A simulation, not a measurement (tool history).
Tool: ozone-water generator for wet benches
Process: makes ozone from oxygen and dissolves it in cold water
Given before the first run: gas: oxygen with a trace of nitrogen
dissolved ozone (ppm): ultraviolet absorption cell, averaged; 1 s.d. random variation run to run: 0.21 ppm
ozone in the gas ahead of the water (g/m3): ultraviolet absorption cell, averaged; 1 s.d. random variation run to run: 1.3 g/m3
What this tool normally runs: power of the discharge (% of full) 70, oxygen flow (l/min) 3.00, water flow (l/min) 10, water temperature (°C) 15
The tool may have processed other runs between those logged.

| run | hour | power of the discharge (% of full) | oxygen flow (l/min) | water flow (l/min) | water temperature (°C) | dissolved ozone (ppm) | ozone in the gas ahead of the water (g/m3) |
|---|---|---|---|---|---|---|---|
| 1 | 0.0 | 70 | 3.00 | 10 | 15 | 29.2 | 231.1 |
| 2 | 19.9 | 70 | 3.00 | 10 | 15 | 29.1 | 231.6 |
| 3 | 45.9 | 70 | 3.00 | 10 | 21 | 26.6 | 232.5 |
| 4 | 76.3 | 70 | 3.00 | 10 | 21 | 26.2 | 230.4 |
| 5 | 95.1 | 70 | 1.55 | 10 | 15 | 28.3 | 339.6 |
| 6 | 126.8 | 70 | 1.55 | 10 | 15 | 28.6 | 337.7 |
| 7 | 144.0 | 70 | 3.17 | 10 | 15 | 29.0 | 222.8 |
| 8 | 169.9 | 70 | 3.00 | 10 | 18 | 27.9 | 230.6 |
| 9 | 185.9 | 70 | 2.00 | 10 | 15 | 29.4 | 293.0 |
| 10 | 205.0 | 70 | 3.00 | 10 | 15 | 28.6 | 232.1 |
| 11 | 221.1 | 70 | 3.00 | 10 | 15 | 28.9 | 230.4 |
|  | 237.2 | water thermometer calibrated |
| 12 | 241.7 | 70 | 3.00 | 10 | 15 | 29.2 | 232.7 |
| 13 | 271.8 | 70 | 3.00 | 10 | 15 | 28.9 | 231.1 |
| 14 | 290.0 | 70 | 3.00 | 10 | 15 | 29.7 | 230.9 |
| 15 | 321.2 | 70 | 3.00 | 10 | 10 | 31.1 | 230.5 |
| 16 | 352.0 | 70 | 3.00 | 6 | 15 | 42.1 | 231.0 |
| 17 | 374.6 | 53 | 2.80 | 6 | 8 | 42.2 | 207.2 |
| 18 | 402.5 | 53 | 2.80 | 6 | 8 | 41.7 | 209.5 |
| 19 | 432.0 | 88 | 2.47 | 10 | 10 | 34.8 | 287.0 |
| 20 | 445.7 | 70 | 3.00 | 10 | 22 | 25.8 | 228.9 |
| 21 | 459.6 | 70 | 3.00 | 10 | 22 | 26.2 | 227.8 |
| 22 | 473.1 | 70 | 3.00 | 10 | 22 | 26.0 | 230.1 |
| 23 | 502.0 | 45 | 3.00 | 13 | 15 | 18.1 | 182.7 |
| 24 | 534.7 | 66 | 2.07 | 10 | 15 | 27.7 | 273.9 |
| 25 | 556.6 | 66 | 1.89 | 10 | 15 | 27.7 | 292.0 |
| 26 | 579.2 | 70 | 3.00 | 7 | 15 | 38.2 | 229.0 |
| 27 | 608.1 | 70 | 3.00 | 7 | 15 | 38.0 | 228.0 |
| 28 | 625.4 | 70 | 3.00 | 7 | 15 | 38.0 | 230.3 |
| 29 | 646.0 | 97 | 4.65 | 7 | 9 | 47.0 | 208.8 |
| 30 | 678.4 | 42 | 1.76 | 16 | 9 | 13.6 | 242.3 |
| 31 | 697.0 | 70 | 4.13 | 9 | 9 | 33.2 | 190.4 |
| 32 | 713.7 | 74 | 5.37 | 10 | 17 | 26.6 | 167.5 |

Forecast each of these 4 alternatives for the next run:
| A | 744.8 | 60 | 1.68 | 10 | 15 | ? | ? |
| B | 744.8 | 49 | 1.91 | 10 | 12 | ? | ? |
| C | 744.8 | 74 | 3.45 | 10 | 17 | ? | ? |
| D | 744.8 | 80 | 3.00 | 10 | 15 | ? | ? |

| run | dissolved ozone (ppm) | ozone in the gas ahead of the water (g/m3) |
|---|---|---|
| A | 26.2 | 298.2 |
| B | 24.5 | 248.4 |
| C | 28.4 | 217.0 |
| D | 30.8 | 244.6 |
Without the tool's unlogged condition, the same runs would have read:
| run | dissolved ozone (ppm) | ozone in the gas ahead of the water (g/m3) |
|---|---|---|
| A | 28.1 | 304.3 |
| B | 26.2 | 252.9 |
| C | 30.6 | 222.0 |
| D | 33.2 | 250.3 |

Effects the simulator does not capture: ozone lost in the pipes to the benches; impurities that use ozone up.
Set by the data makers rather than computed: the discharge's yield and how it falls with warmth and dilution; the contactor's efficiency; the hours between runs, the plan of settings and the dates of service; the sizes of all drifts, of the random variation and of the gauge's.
